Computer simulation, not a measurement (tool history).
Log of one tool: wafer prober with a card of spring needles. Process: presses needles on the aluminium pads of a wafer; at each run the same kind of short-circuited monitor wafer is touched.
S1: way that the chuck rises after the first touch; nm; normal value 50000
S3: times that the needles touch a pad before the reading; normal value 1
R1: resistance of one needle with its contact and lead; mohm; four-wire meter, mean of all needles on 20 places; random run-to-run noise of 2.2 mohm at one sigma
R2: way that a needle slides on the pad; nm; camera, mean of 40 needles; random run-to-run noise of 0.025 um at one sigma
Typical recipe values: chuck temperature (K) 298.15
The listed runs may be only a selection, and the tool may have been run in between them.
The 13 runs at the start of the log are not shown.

-- day=13.742 tips cleaned on abrasive film
run 14 day=14.179 | S1=55000 chuck_temperature_(K)=298.15 S3=1 | R1=402 R2=6800
-- day=14.821 tips cleaned on abrasive film
run 15 day=14.821 | S1=55000 chuck_temperature_(K)=298.15 S3=1 | R1=266 R2=6820
-- day=15.812 tips cleaned on abrasive film
run 16 day=16.121 | S1=50000 chuck_temperature_(K)=298.15 S3=1 | R1=413 R2=6170
-- day=16.867 tips cleaned on abrasive film
run 17 day=17.229 | S1=50000 chuck_temperature_(K)=298.15 S3=1 | R1=424 R2=6170
-- day=17.912 tips cleaned on abrasive film
run 18 day=18.229 | S1=50000 chuck_temperature_(K)=327.15 S3=1 | R1=395 R2=6140
-- day=18.967 tips cleaned on abrasive film
run 19 day=19.238 | S1=46000 chuck_temperature_(K)=349.15 S3=1 | R1=428 R2=5640
-- day=20.067 tips cleaned on abrasive film
run 20 day=20.608 | S1=49000 chuck_temperature_(K)=308.15 S3=2 | R1=384 R2=6040
-- day=21.121 tips cleaned on abrasive film
run 21 day=21.475 | S1=47000 chuck_temperature_(K)=351.15 S3=1 | R1=445 R2=5730
-- day=22.104 tips cleaned on abrasive film
-- day=22.392 height of the first contact set anew
run 22 day=22.525 | S1=47000 chuck_temperature_(K)=351.15 S3=1 | R1=450 R2=5960
-- day=23.112 tips cleaned on abrasive film
run 23 day=23.875 | S1=50000 chuck_temperature_(K)=298.15 S3=2 | R1=383 R2=6330
-- day=24.162 tips cleaned on abrasive film
run 24 day=24.558 | S1=50000 chuck_temperature_(K)=298.15 S3=2 | R1=356 R2=6280

What does the tool deliver on the next run?
-- day=25.146 tips cleaned on abrasive film
run 25 day=25.604 | S1=67000 chuck_temperature_(K)=346.15 S3=1 | R1=? R2=?

Run 25 yielded R1 362 mohm, R2 8410 nm.
Were there no unlogged condition in the tool, this run, its random variation unchanged, would have produced R1 251 mohm, R2 8430 nm.
